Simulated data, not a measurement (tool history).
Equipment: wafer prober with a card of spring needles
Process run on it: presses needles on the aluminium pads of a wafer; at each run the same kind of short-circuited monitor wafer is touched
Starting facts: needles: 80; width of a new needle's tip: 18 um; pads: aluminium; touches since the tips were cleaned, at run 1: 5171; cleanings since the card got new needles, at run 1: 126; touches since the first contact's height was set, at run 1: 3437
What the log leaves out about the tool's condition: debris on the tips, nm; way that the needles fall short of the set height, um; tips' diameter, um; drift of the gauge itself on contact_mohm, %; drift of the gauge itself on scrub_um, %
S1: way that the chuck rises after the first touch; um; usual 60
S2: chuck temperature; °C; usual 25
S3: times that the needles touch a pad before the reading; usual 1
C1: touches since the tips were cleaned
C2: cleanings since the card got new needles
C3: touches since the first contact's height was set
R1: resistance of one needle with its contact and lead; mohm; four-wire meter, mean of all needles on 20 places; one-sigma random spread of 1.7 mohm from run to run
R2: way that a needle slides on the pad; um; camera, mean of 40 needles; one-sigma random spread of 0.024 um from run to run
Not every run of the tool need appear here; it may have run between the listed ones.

run,hour,S1,S2,S3,C1,C2,C3,R1,R2
1,0.0,60,25,1,5171,126,3437,191,16.26
# hour 6.3: tips cleaned on abrasive film
# hour 18.8: tips cleaned on abrasive film
2,22.5,60,25,1,2072,128,15923,179,16.19
# hour 31.8: tips cleaned on abrasive film
# hour 46.8: tips cleaned on abrasive film
3,47.2,60,25,2,207,130,29695,170,16.17
# hour 61.0: tips cleaned on abrasive film
# hour 76.5: tips cleaned on abrasive film
4,88.3,60,25,2,6573,132,52606,186,16.11
# hour 91.4: tips cleaned on abrasive film
# hour 105.9: tips cleaned on abrasive film
# hour 119.6: tips cleaned on abrasive film
5,125.0,60,25,2,3009,135,73040,177,16.11
# hour 134.4: tips cleaned on abrasive film
# hour 148.1: tips cleaned on abrasive film
# hour 163.4: tips cleaned on abrasive film
6,167.8,60,25,2,2455,138,96859,180,16.02
# hour 176.3: tips cleaned on abrasive film
# hour 191.7: tips cleaned on abrasive film
# hour 207.2: tips cleaned on abrasive film
7,211.2,60,25,2,2210,141,121046,174,15.98
# hour 220.5: tips cleaned on abrasive film
# hour 223.9: height of the first contact set anew
# hour 233.8: tips cleaned on abrasive film
# hour 248.3: tips cleaned on abrasive film
# hour 261.4: tips cleaned on abrasive film
8,261.4,60,25,2,0,145,20890,166,16.16
# hour 275.8: tips cleaned on abrasive film
# hour 289.9: tips cleaned on abrasive film
9,302.1,60,25,1,6861,147,43586,196,16.15
# hour 305.3: tips cleaned on abrasive film
# hour 320.9: tips cleaned on abrasive film
10,331.0,60,25,1,5686,149,59686,195,16.13
# hour 334.2: tips cleaned on abrasive film
# hour 348.2: tips cleaned on abrasive film
# hour 362.1: tips cleaned on abrasive film
# hour 375.2: tips cleaned on abrasive film
11,379.1,60,120,1,2185,153,86424,199,16.06
# hour 388.4: tips cleaned on abrasive film
# hour 403.9: tips cleaned on abrasive film
# hour 418.1: tips cleaned on abrasive film
12,427.0,60,25,1,5027,156,113154,190,16.06
# hour 433.3: tips cleaned on abrasive film
# hour 448.1: tips cleaned on abrasive film
# hour 454.6: height of the first contact set anew
# hour 460.9: tips cleaned on abrasive film
# hour 475.3: tips cleaned on abrasive film
13,475.8,60,25,1,258,160,11789,170,16.19
# hour 489.8: tips cleaned on abrasive film
# hour 505.0: tips cleaned on abrasive film
# hour 519.4: tips cleaned on abrasive film
14,523.8,60,25,1,2495,163,38566,188,16.13
# hour 533.2: tips cleaned on abrasive film
# hour 547.8: tips cleaned on abrasive film
# hour 562.7: tips cleaned on abrasive film
15,570.6,60,25,1,4454,166,64626,188,16.10
# hour 575.6: tips cleaned on abrasive film
# hour 591.2: tips cleaned on abrasive film
# hour 606.3: tips cleaned on abrasive film
16,610.4,49,87,1,2297,169,86773,204,13.09
# hour 619.8: tips cleaned on abrasive film
# hour 634.7: tips cleaned on abrasive film
# hour 647.2: tips cleaned on abrasive film
17,656.4,60,37,2,5132,172,112402,189,16.01
# hour 662.7: tips cleaned on abrasive film
# hour 677.2: tips cleaned on abrasive film
# hour 685.3: height of the first contact set anew
# hour 691.6: tips cleaned on abrasive film
18,696.0,60,37,2,2454,175,5925,179,16.18
# hour 705.2: tips cleaned on abrasive film
# hour 718.6: tips cleaned on abrasive film
19,725.1,60,34,1,3603,177,22134,190,16.18
# hour 733.6: tips cleaned on abrasive film
# hour 746.2: tips cleaned on abrasive film
20,746.2,62,40,3,0,179,33908,170,16.69
# hour 761.4: tips cleaned on abrasive film
# hour 777.0: tips cleaned on abrasive film
21,785.0,46,40,1,4482,181,55522,218,12.36
# hour 791.2: tips cleaned on abrasive film
# hour 805.9: tips cleaned on abrasive film
22,812.3,47,114,2,3581,183,70708,207,12.58
# hour 818.5: tips cleaned on abrasive film
# hour 833.0: tips cleaned on abrasive film
23,833.7,61,25,1,352,185,82598,172,16.35
# hour 846.1: tips cleaned on abrasive film
# hour 859.1: tips cleaned on abrasive film
24,870.5,49,77,1,6365,187,103132,226,13.02
# hour 873.5: tips cleaned on abrasive film
# hour 889.1: tips cleaned on abrasive film
# hour 904.2: tips cleaned on abrasive film
# hour 915.4: height of the first contact set anew
25,916.4,49,77,1,6676,190,599,227,13.25
# hour 919.6: tips cleaned on abrasive film
# hour 935.2: tips cleaned on abrasive film
26,944.7,57,25,2,5353,192,16367,190,15.36
# hour 947.8: tips cleaned on abrasive film
# hour 962.5: tips cleaned on abrasive film
27,969.2,57,25,2,3761,194,29954,183,15.35
# hour 975.3: tips cleaned on abrasive film
# hour 989.6: tips cleaned on abrasive film
# hour 1003.8: tips cleaned on abrasive film
# hour 1017.7: tips cleaned on abrasive film
28,1018.8,45,112,1,620,198,57599,200,12.03

Branching from run 28: 4 alternative next runs. What would each branch give?
# hour 1033.2: tips cleaned on abrasive film
A,1041.6,45,112,1,4723,199,70309,?,?
# hour 1033.2: tips cleaned on abrasive film
B,1041.6,60,25,3,4723,199,70309,?,?
# hour 1033.2: tips cleaned on abrasive film
C,1041.6,60,70,1,4723,199,70309,?,?
# hour 1033.2: tips cleaned on abrasive film
D,1041.6,56,112,2,4723,199,70309,?,?

run,R1,R2
A,230,12.07
B,174,16.10
C,203,16.08
D,203,15.04
The same runs, with their run-to-run variation unchanged, on a tool lacking any hidden condition would have given:
run,R1,R2
A,187,12.19
B,162,16.22
C,176,16.20
D,185,15.16
